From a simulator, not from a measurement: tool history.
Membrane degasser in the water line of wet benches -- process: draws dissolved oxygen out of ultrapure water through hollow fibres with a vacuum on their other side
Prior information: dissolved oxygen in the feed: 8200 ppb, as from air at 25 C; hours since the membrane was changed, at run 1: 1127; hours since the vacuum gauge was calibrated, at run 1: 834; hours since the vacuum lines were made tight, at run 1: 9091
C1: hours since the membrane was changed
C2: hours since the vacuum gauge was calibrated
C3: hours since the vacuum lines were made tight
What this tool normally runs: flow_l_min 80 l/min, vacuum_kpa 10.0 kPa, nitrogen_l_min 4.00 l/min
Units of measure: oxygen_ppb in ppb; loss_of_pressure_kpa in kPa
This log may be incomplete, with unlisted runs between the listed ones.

Run 1, hour 0.0: usual settings; C1 1127; C2 834; C3 9091. Result: oxygen_ppb 307.7 ppb, loss_of_pressure_kpa 39.87 kPa.
Run 2, hour 92.5: usual settings; C1 1219; C2 927; C3 9183. Result: oxygen_ppb 309.6 ppb, loss_of_pressure_kpa 40.04 kPa.
Run 3, hour 146.4: usual settings; C1 1273; C2 981; C3 9237. Result: oxygen_ppb 309.6 ppb, loss_of_pressure_kpa 39.66 kPa.
Run 4, hour 248.6: usual settings but flow_l_min 119 l/min; C1 1375; C2 1083; C3 9339. Result: oxygen_ppb 463.3 ppb, loss_of_pressure_kpa 59.13 kPa.
Run 5, hour 332.6: usual settings but nitrogen_l_min 7.93 l/min; C1 1459; C2 1167; C3 9423. Result: oxygen_ppb 176.2 ppb, loss_of_pressure_kpa 40.32 kPa.
Run 6, hour 394.6: usual settings but nitrogen_l_min 7.93 l/min; C1 1521; C2 1229; C3 9485. Result: oxygen_ppb 174.7 ppb, loss_of_pressure_kpa 39.82 kPa.
Run 7, hour 478.1: usual settings; C1 1605; C2 1312; C3 9569. Result: oxygen_ppb 309.3 ppb, loss_of_pressure_kpa 39.86 kPa.
Run 8, hour 564.2: usual settings; C1 1691; C2 1398; C3 9655. Result: oxygen_ppb 312.1 ppb, loss_of_pressure_kpa 39.85 kPa.
Run 9, hour 651.1: usual settings; C1 1778; C2 1485; C3 9742. Result: oxygen_ppb 310.8 ppb, loss_of_pressure_kpa 39.89 kPa.
Run 10, hour 725.6: usual settings but vacuum_kpa 22.0 kPa; C1 1852; C2 1560; C3 9816. Result: oxygen_ppb 781.2 ppb, loss_of_pressure_kpa 40.19 kPa.
Run 11, hour 815.8: usual settings but flow_l_min 77 l/min; C1 1942; C2 1650; C3 9906. Result: oxygen_ppb 302.6 ppb, loss_of_pressure_kpa 38.67 kPa.
Run 12, hour 911.2: usual settings but flow_l_min 77 l/min; C1 2038; C2 1745; C3 10002. Result: oxygen_ppb 298.7 ppb, loss_of_pressure_kpa 38.52 kPa.
Run 13, hour 979.8: usual settings but flow_l_min 77 l/min; C1 2107; C2 1814; C3 10071. Result: oxygen_ppb 296.0 ppb, loss_of_pressure_kpa 38.20 kPa.
Run 14, hour 1076.2: usual settings but flow_l_min 77 l/min; C1 2203; C2 1910; C3 10167. Result: oxygen_ppb 298.3 ppb, loss_of_pressure_kpa 38.65 kPa.
Run 15, hour 1137.3: usual settings but flow_l_min 77 l/min; C1 2264; C2 1971; C3 10228. Result: oxygen_ppb 296.7 ppb, loss_of_pressure_kpa 38.64 kPa.
Run 16, hour 1196.9: usual settings but flow_l_min 59 l/min; C1 2324; C2 2031; C3 10288. Result: oxygen_ppb 227.2 ppb, loss_of_pressure_kpa 29.48 kPa.
Run 17, hour 1303.2: usual settings but flow_l_min 59 l/min, vacuum_kpa 6.6 kPa, nitrogen_l_min 2.55 l/min; C1 2430; C2 2137; C3 10394. Result: oxygen_ppb 175.9 ppb, loss_of_pressure_kpa 29.64 kPa.
Run 18, hour 1352.7: usual settings but vacuum_kpa 11.4 kPa, nitrogen_l_min 11.97 l/min; C1 2479; C2 2187; C3 10443. Result: oxygen_ppb 147.9 ppb, loss_of_pressure_kpa 40.27 kPa.
Run 19, hour 1434.6: usual settings but flow_l_min 69 l/min; C1 2561; C2 2269; C3 10525. Result: oxygen_ppb 267.0 ppb, loss_of_pressure_kpa 34.10 kPa.
Run 20, hour 1538.7: usual settings but flow_l_min 53 l/min, vacuum_kpa 16.4 kPa; C1 2665; C2 2373; C3 10629. Result: oxygen_ppb 397.9 ppb, loss_of_pressure_kpa 26.64 kPa.
Run 21, hour 1586.4: usual settings but flow_l_min 67 l/min, vacuum_kpa 21.0 kPa, nitrogen_l_min 2.28 l/min; C1 2713; C2 2421; C3 10677. Result: oxygen_ppb 988.8 ppb, loss_of_pressure_kpa 33.42 kPa.
Run 22, hour 1658.0: usual settings but flow_l_min 67 l/min, vacuum_kpa 9.2 kPa, nitrogen_l_min 2.28 l/min; C1 2785; C2 2492; C3 10749. Result: oxygen_ppb 366.4 ppb, loss_of_pressure_kpa 33.48 kPa.
Run 23, hour 1715.7: usual settings but vacuum_kpa 6.3 kPa, nitrogen_l_min 3.80 l/min; C1 2842; C2 2550; C3 10806. Result: oxygen_ppb 161.2 ppb, loss_of_pressure_kpa 39.97 kPa.
Run 24, hour 1784.3: usual settings but vacuum_kpa 6.3 kPa, nitrogen_l_min 3.80 l/min; C1 2911; C2 2618; C3 10875. Result: oxygen_ppb 159.9 ppb, loss_of_pressure_kpa 39.96 kPa.
Run 25, hour 1834.9: usual settings but flow_l_min 87 l/min, nitrogen_l_min 9.66 l/min; C1 2962; C2 2669; C3 10926. Result: oxygen_ppb 165.9 ppb, loss_of_pressure_kpa 43.30 kPa.
Run 26, hour 1882.8: usual settings but flow_l_min 87 l/min, nitrogen_l_min 9.66 l/min; C1 3009; C2 2717; C3 10973. Result: oxygen_ppb 165.9 ppb, loss_of_pressure_kpa 43.76 kPa.
Run 27, hour 1928.7: usual settings but flow_l_min 76 l/min, vacuum_kpa 6.3 kPa, nitrogen_l_min 4.19 l/min; C1 3055; C2 2763; C3 11019. Result: oxygen_ppb 139.6 ppb, loss_of_pressure_kpa 38.50 kPa.
Run 28, hour 2030.4: usual settings but flow_l_min 63 l/min, vacuum_kpa 9.5 kPa, nitrogen_l_min 9.63 l/min; C1 3157; C2 2865; C3 11121. Result: oxygen_ppb 104.4 ppb, loss_of_pressure_kpa 31.29 kPa.
Run 29, hour 2079.2: usual settings but flow_l_min 63 l/min, vacuum_kpa 9.5 kPa, nitrogen_l_min 1.63 l/min; C1 3206; C2 2913; C3 11170. Result: oxygen_ppb 475.2 ppb, loss_of_pressure_kpa 31.34 kPa.
Run 30, hour 2165.5: usual settings but vacuum_kpa 19.5 kPa; C1 3292; C2 3000; C3 11256. Result: oxygen_ppb 687.2 ppb, loss_of_pressure_kpa 40.02 kPa.
Run 31, hour 2231.7: usual settings but flow_l_min 59 l/min, nitrogen_l_min 2.75 l/min; C1 3358; C2 3066; C3 11322. Result: oxygen_ppb 316.7 ppb, loss_of_pressure_kpa 29.42 kPa.
Run 32, hour 2326.5: usual settings but flow_l_min 88 l/min, vacuum_kpa 7.2 kPa, nitrogen_l_min 7.86 l/min; C1 3453; C2 3161; C3 11417. Result: oxygen_ppb 127.0 ppb, loss_of_pressure_kpa 44.17 kPa.

Branching from run 32: 4 alternative next runs. What would each branch give?
Run A, hour 2381.0: usual settings but flow_l_min 77 l/min, vacuum_kpa 10.2 kPa, nitrogen_l_min 6.05 l/min; C1 3508; C2 3215; C3 11472. Result: oxygen_ppb ?, loss_of_pressure_kpa ?.
Run B, hour 2381.0: usual settings but flow_l_min 88 l/min, vacuum_kpa 10.8 kPa, nitrogen_l_min 7.86 l/min; C1 3508; C2 3215; C3 11472. Result: oxygen_ppb ?, loss_of_pressure_kpa ?.
Run C, hour 2381.0: usual settings but flow_l_min 67 l/min, vacuum_kpa 7.2 kPa, nitrogen_l_min 11.47 l/min; C1 3508; C2 3215; C3 11472. Result: oxygen_ppb ?, loss_of_pressure_kpa ?.
Run D, hour 2381.0: usual settings but flow_l_min 104 l/min, vacuum_kpa 7.2 kPa, nitrogen_l_min 7.86 l/min; C1 3508; C2 3215; C3 11472. Result: oxygen_ppb ?, loss_of_pressure_kpa ?.

run  oxygen_ppb  loss_of_pressure_kpa
  A       216.4                 38.73
  B       218.1                 43.79
  C        65.1                 33.11
  D       163.4                 52.21
With the hidden condition removed and each run's random variation left untouched, the same runs would have given:
run  oxygen_ppb  loss_of_pressure_kpa
  A       216.3                 38.72
  B       217.9                 43.78
  C        65.0                 33.10
  D       163.2                 52.20

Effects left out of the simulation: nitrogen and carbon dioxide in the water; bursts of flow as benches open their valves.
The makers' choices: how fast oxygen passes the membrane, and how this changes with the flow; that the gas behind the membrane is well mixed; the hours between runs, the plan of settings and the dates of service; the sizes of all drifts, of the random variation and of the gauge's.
